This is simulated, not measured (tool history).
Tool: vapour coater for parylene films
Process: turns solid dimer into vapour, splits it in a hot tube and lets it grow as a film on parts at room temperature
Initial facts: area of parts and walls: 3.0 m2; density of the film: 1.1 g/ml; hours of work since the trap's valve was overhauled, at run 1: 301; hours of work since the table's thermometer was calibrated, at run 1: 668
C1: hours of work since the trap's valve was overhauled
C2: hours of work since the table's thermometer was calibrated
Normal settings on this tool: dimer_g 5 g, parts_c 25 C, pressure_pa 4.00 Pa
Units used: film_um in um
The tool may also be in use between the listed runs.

Run 1, hour 0.0: usual settings; C1 301; C2 668. Result: film_um 0.876 um.
Run 2, hour 15.5: usual settings; C1 315; C2 682. Result: film_um 0.883 um.
Run 3, hour 38.7: usual settings but dimer_g 8 g; C1 335; C2 702. Result: film_um 1.415 um.
Run 4, hour 51.8: usual settings but dimer_g 8 g; C1 346; C2 713. Result: film_um 1.396 um.
Run 5, hour 68.6: usual settings but dimer_g 8 g; C1 361; C2 728. Result: film_um 1.399 um.
Run 6, hour 81.5: usual settings but dimer_g 8 g; C1 372; C2 739. Result: film_um 1.392 um.
Run 7, hour 109.1: usual settings but dimer_g 8 g; C1 396; C2 763. Result: film_um 1.404 um.
At hour 123.1: trap's valve overhauled.
Run 8, hour 131.2: usual settings but dimer_g 8 g; C1 7; C2 778. Result: film_um 1.532 um.
Run 9, hour 155.0: usual settings; C1 28; C2 799. Result: film_um 0.942 um.
Run 10, hour 171.0: usual settings but dimer_g 7 g; C1 41; C2 813. Result: film_um 1.320 um.
Run 11, hour 182.6: usual settings but dimer_g 7 g; C1 51; C2 823. Result: film_um 1.318 um.
Run 12, hour 198.3: usual settings but dimer_g 7 g; C1 65; C2 836. Result: film_um 1.304 um.
Run 13, hour 212.5: usual settings but dimer_g 7 g; C1 77; C2 848. Result: film_um 1.311 um.
Run 14, hour 228.1: usual settings but dimer_g 7 g; C1 91; C2 862. Result: film_um 1.317 um.
Run 15, hour 248.6: usual settings but dimer_g 7 g; C1 108; C2 880. Result: film_um 1.297 um.
Run 16, hour 273.4: usual settings; C1 130; C2 901. Result: film_um 0.928 um.
Run 17, hour 301.4: usual settings; C1 154; C2 925. Result: film_um 0.922 um.
Run 18, hour 323.5: usual settings; C1 173; C2 944. Result: film_um 0.917 um.
Run 19, hour 339.6: usual settings but dimer_g 7 g; C1 187; C2 958. Result: film_um 1.298 um.
Run 20, hour 361.8: usual settings but dimer_g 7 g; C1 206; C2 978. Result: film_um 1.287 um.
Run 21, hour 377.9: usual settings but dimer_g 7 g; C1 220; C2 991. Result: film_um 1.275 um.
Run 22, hour 394.0: usual settings but dimer_g 7 g; C1 234; C2 1005. Result: film_um 1.281 um.
Run 23, hour 411.9: usual settings but dimer_g 7 g; C1 250; C2 1021. Result: film_um 1.266 um.
Run 24, hour 434.1: usual settings but dimer_g 7 g; C1 269; C2 1040. Result: film_um 1.273 um.
Run 25, hour 445.5: usual settings but dimer_g 7 g, parts_c 23 C, pressure_pa 2.61 Pa; C1 279; C2 1050. Result: film_um 1.456 um.
Run 26, hour 468.6: usual settings but dimer_g 3 g, parts_c 18 C, pressure_pa 3.27 Pa; C1 299; C2 1070. Result: film_um 0.759 um.
Run 27, hour 485.0: usual settings but pressure_pa 5.00 Pa; C1 313; C2 1084. Result: film_um 0.857 um.
Run 28, hour 499.3: usual settings but pressure_pa 5.00 Pa; C1 325; C2 1096. Result: film_um 0.877 um.
Run 29, hour 515.8: usual settings but pressure_pa 5.00 Pa; C1 339; C2 1111. Result: film_um 0.871 um.
Run 30, hour 529.2: usual settings but pressure_pa 2.32 Pa; C1 351; C2 1122. Result: film_um 0.951 um.
Run 31, hour 542.8: usual settings but pressure_pa 2.32 Pa; C1 363; C2 1134. Result: film_um 0.964 um.
Run 32, hour 569.6: usual settings but pressure_pa 2.32 Pa; C1 386; C2 1157. Result: film_um 0.941 um.
Run 33, hour 582.1: usual settings but pressure_pa 2.32 Pa; C1 397; C2 1168. Result: film_um 0.952 um.
At hour 595.0: trap's valve overhauled.
Run 34, hour 604.3: usual settings but dimer_g 3 g, pressure_pa 5.20 Pa; C1 8; C2 1184. Result: film_um 0.545 um.
Run 35, hour 623.8: usual settings but dimer_g 7 g; C1 25; C2 1200. Result: film_um 1.339 um.
Run 36, hour 636.1: usual settings but dimer_g 4 g, pressure_pa 8.70 Pa; C1 36; C2 1211. Result: film_um 0.686 um.
Run 37, hour 652.4: usual settings but dimer_g 4 g, parts_c 26 C, pressure_pa 9.36 Pa; C1 50; C2 1225. Result: film_um 0.642 um.
Run 38, hour 668.7: usual settings but dimer_g 4 g, parts_c 26 C, pressure_pa 9.36 Pa; C1 64; C2 1239. Result: film_um 0.641 um.
Run 39, hour 696.4: usual settings but dimer_g 4 g, parts_c 26 C, pressure_pa 9.36 Pa; C1 88; C2 1263. Result: film_um 0.635 um.
Run 40, hour 709.1: usual settings but dimer_g 4 g, parts_c 26 C, pressure_pa 9.36 Pa; C1 99; C2 1274. Result: film_um 0.632 um.
Run 41, hour 735.0: usual settings but dimer_g 4 g, parts_c 26 C, pressure_pa 9.36 Pa; C1 121; C2 1296. Result: film_um 0.622 um.
Run 42, hour 746.3: usual settings but parts_c 24 C, pressure_pa 7.74 Pa; C1 131; C2 1306. Result: film_um 0.889 um.
Run 43, hour 764.2: usual settings but parts_c 19 C, pressure_pa 7.54 Pa; C1 146; C2 1322. Result: film_um 1.105 um.
Run 44, hour 791.8: usual settings but dimer_g 7 g, parts_c 20 C, pressure_pa 3.29 Pa; C1 170; C2 1346. Result: film_um 1.662 um.
Run 45, hour 818.7: usual settings but dimer_g 3 g, parts_c 33 C, pressure_pa 3.51 Pa; C1 193; C2 1369. Result: film_um 0.393 um.
Run 46, hour 833.9: usual settings but dimer_g 4 g, parts_c 33 C, pressure_pa 3.51 Pa; C1 206; C2 1382. Result: film_um 0.518 um.
Run 47, hour 857.8: usual settings but dimer_g 9 g, parts_c 30 C, pressure_pa 4.24 Pa; C1 227; C2 1403. Result: film_um 1.282 um.

Hidden state or all else? Some run-to-run changes of film_um, split into what the settings, what came in and random variation would give without the hidden state, and what is left for the hidden state (with any gauge scatter that isn't in both results):
The hidden state here: vapour lost through the trap's worn valve, %; true temperature of the parts over the reading, C; drift of the gauge itself on film_um, %.
Run 2 -> 3: dimer_g 5 -> 8. film_um +0.532 um: hidden state -0.040, all else +0.572.
Run 7 -> 8: trap's valve overhauled. film_um +0.128 um: hidden state +0.132, all else -0.004.
Run 33 -> 34: dimer_g 5 -> 3, pressure_pa 2.32 -> 5.20, trap's valve overhauled. film_um -0.407 um: hidden state +0.075, all else -0.482.
Run 34 -> 35: dimer_g 3 -> 7, pressure_pa 5.20 -> 4.00. film_um +0.794 um: hidden state +0.000, all else +0.794.
Run 44 -> 45: dimer_g 7 -> 3, parts_c 20 -> 33, pressure_pa 3.29 -> 3.51. film_um -1.269 um: hidden state +0.033, all else -1.302.
Run 46 -> 47: dimer_g 4 -> 9, parts_c 33 -> 30, pressure_pa 3.51 -> 4.24. film_um +0.764 um: hidden state -0.033, all else +0.797.
